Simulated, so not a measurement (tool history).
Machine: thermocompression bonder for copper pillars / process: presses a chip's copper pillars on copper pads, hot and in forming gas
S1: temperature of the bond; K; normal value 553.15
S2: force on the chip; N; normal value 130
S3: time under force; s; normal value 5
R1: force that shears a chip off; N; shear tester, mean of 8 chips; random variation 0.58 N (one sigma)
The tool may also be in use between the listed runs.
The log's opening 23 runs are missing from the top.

run	hour	S1	S2	S3	R1
24	1360.6	562.15	168	8	61.7
25	1399.2	530.15	103	7	28.7
# hour 1418.5: forming gas filter changed
26	1434.0	551.15	149	3	36.6
27	1471.2	551.15	149	3	37.3
28	1527.5	553.15	130	3	33.4
29	1598.5	527.15	97	13	33.3
30	1638.8	559.15	130	13	60.1
31	1685.7	556.15	133	5	42.9
32	1743.8	538.15	140	3	29.6
33	1797.9	540.15	130	4	32.1
34	1850.4	540.15	130	4	32.4
# hour 1908.4: force cell calibrated
35	1911.6	540.15	130	4	31.2
# hour 1926.2: heater calibrated with a thermocouple chip
36	1973.6	540.15	130	9	43.5
37	2030.3	540.15	130	9	44.4
38	2071.9	540.15	130	9	43.3

Forecast each of these 5 alternatives for the next run:
# hour 2083.2: forming gas filter changed
A	2123.9	537.15	85	13	?
# hour 2083.2: forming gas filter changed
B	2123.9	574.15	130	9	?
# hour 2083.2: forming gas filter changed
C	2123.9	553.15	105	5	?
# hour 2083.2: forming gas filter changed
D	2123.9	524.15	139	8	?
# hour 2083.2: forming gas filter changed
E	2123.9	568.15	130	9	?

run	R1
A	33.6
B	60.7
C	33.1
D	37.2
E	57.8
With the hidden condition removed and each run's random variation left untouched, the same runs would have given:
run	R1
A	33.7
B	60.7
C	33.2
D	37.3
E	57.8

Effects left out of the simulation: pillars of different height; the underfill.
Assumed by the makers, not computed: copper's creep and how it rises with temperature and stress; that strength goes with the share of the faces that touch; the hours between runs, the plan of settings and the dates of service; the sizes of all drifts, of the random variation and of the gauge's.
